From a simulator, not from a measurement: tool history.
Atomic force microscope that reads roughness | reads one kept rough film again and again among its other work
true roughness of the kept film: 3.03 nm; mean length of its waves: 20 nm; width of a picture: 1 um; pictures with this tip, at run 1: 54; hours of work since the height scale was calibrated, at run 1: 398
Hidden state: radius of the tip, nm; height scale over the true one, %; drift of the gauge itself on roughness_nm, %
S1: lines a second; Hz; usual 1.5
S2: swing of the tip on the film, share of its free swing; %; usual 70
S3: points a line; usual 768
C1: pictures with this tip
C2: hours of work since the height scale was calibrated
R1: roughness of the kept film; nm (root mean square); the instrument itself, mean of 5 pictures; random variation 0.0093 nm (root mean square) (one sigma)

run 1 hour=0 | S1=1.5 S2=70 S3=768 | C1=54 C2=398 | R1=2.112
run 2 hour=31.5 | S1=1.5 S2=70 S3=768 | C1=104 C2=416 | R1=2.09
run 3 hour=51 | S1=1.5 S2=70 S3=768 | C1=136 C2=427 | R1=2.126
run 4 hour=73.6 | S1=1.5 S2=70 S3=768 | C1=172 C2=440 | R1=2.098
run 5 hour=92 | S1=1.5 S2=70 S3=768 | C1=201 C2=451 | R1=2.113
-- hour=121.1 new tip fitted
run 6 hour=123.3 | S1=1.5 S2=70 S3=768 | C1=4 C2=469 | R1=2.124
run 7 hour=141.1 | S1=1.5 S2=70 S3=768 | C1=32 C2=479 | R1=2.101
run 8 hour=154.9 | S1=1.5 S2=55 S3=768 | C1=54 C2=487 | R1=2.23
run 9 hour=173.1 | S1=1.5 S2=55 S3=768 | C1=83 C2=498 | R1=2.214
run 10 hour=192.4 | S1=1.5 S2=70 S3=768 | C1=114 C2=509 | R1=2.118
run 11 hour=219.8 | S1=1.5 S2=70 S3=768 | C1=158 C2=525 | R1=2.117
run 12 hour=243.1 | S1=1.5 S2=70 S3=768 | C1=195 C2=538 | R1=2.11
-- hour=275 new tip fitted
run 13 hour=275 | S1=1.5 S2=70 S3=768 | C1=0 C2=556 | R1=2.124
run 14 hour=289.4 | S1=1.5 S2=84 S3=768 | C1=23 C2=565 | R1=1.932
run 15 hour=317 | S1=1.5 S2=84 S3=768 | C1=67 C2=581 | R1=1.913
run 16 hour=342.2 | S1=1.5 S2=84 S3=768 | C1=107 C2=595 | R1=1.917
run 17 hour=366.1 | S1=1.5 S2=70 S3=768 | C1=145 C2=609 | R1=2.1
run 18 hour=381.5 | S1=1.5 S2=70 S3=768 | C1=170 C2=618 | R1=2.118
run 19 hour=410.8 | S1=1.5 S2=70 S3=403 | C1=217 C2=635 | R1=2.097
run 20 hour=428.1 | S1=0.91 S2=70 S3=403 | C1=245 C2=645 | R1=2.164
-- hour=430.8 new tip fitted
run 21 hour=441.8 | S1=2.19 S2=70 S3=768 | C1=18 C2=653 | R1=2.024
run 22 hour=466.1 | S1=1.5 S2=62 S3=294 | C1=57 C2=667 | R1=2.143
run 23 hour=481.8 | S1=3.81 S2=75 S3=330 | C1=82 C2=676 | R1=1.707
run 24 hour=506.1 | S1=0.62 S2=58 S3=458 | C1=121 C2=690 | R1=2.243
run 25 hour=535.1 | S1=2.17 S2=85 S3=768 | C1=167 C2=707 | R1=1.768
run 26 hour=552.5 | S1=1.14 S2=64 S3=482 | C1=195 C2=717 | R1=2.155
run 27 hour=577.2 | S1=1.5 S2=61 S3=768 | C1=235 C2=731 | R1=2.183
-- hour=585.2 new tip fitted
run 28 hour=595.7 | S1=1.5 S2=61 S3=768 | C1=16 C2=742 | R1=2.194
run 29 hour=610.6 | S1=1.5 S2=61 S3=768 | C1=40 C2=750 | R1=2.188
run 30 hour=634.9 | S1=1.5 S2=69 S3=744 | C1=79 C2=764 | R1=2.124
run 31 hour=651.4 | S1=1.5 S2=69 S3=744 | C1=106 C2=774 | R1=2.095
run 32 hour=667.9 | S1=3.24 S2=66 S3=264 | C1=132 C2=783 | R1=1.919
run 33 hour=683.8 | S1=1 S2=64 S3=676 | C1=157 C2=793 | R1=2.215
run 34 hour=702.6 | S1=3.71 S2=56 S3=289 | C1=187 C2=804 | R1=2.046
run 35 hour=732 | S1=0.91 S2=70 S3=347 | C1=235 C2=821 | R1=2.143
-- hour=739.3 new tip fitted
run 36 hour=747.4 | S1=1.13 S2=70 S3=817 | C1=12 C2=829 | R1=2.171
run 37 hour=760.3 | S1=1.4 S2=65 S3=304 | C1=33 C2=837 | R1=2.13
run 38 hour=775 | S1=1.4 S2=65 S3=304 | C1=57 C2=845 | R1=2.109
run 39 hour=789 | S1=1.5 S2=70 S3=507 | C1=79 C2=853 | R1=2.087
run 40 hour=809.8 | S1=1.5 S2=70 S3=507 | C1=112 C2=865 | R1=2.092
run 41 hour=832.3 | S1=1.5 S2=87 S3=274 | C1=148 C2=878 | R1=1.832

4 ways to go on from here, each from the tool as it stands after run 41. What would each give?
run A hour=860.1 | S1=1.5 S2=87 S3=274 | C1=193 C2=895 | R1=?
run B hour=860.1 | S1=1.5 S2=59 S3=274 | C1=193 C2=895 | R1=?
run C hour=860.1 | S1=1.5 S2=74 S3=967 | C1=193 C2=895 | R1=?
run D hour=860.1 | S1=0.91 S2=87 S3=274 | C1=193 C2=895 | R1=?

run=A R1=1.806
run=B R1=2.151
run=C R1=2.058
run=D R1=1.965
Without the tool's hidden state the same runs would have given:
run=A R1=1.812
run=B R1=2.158
run=C R1=2.066
run=D R1=1.972
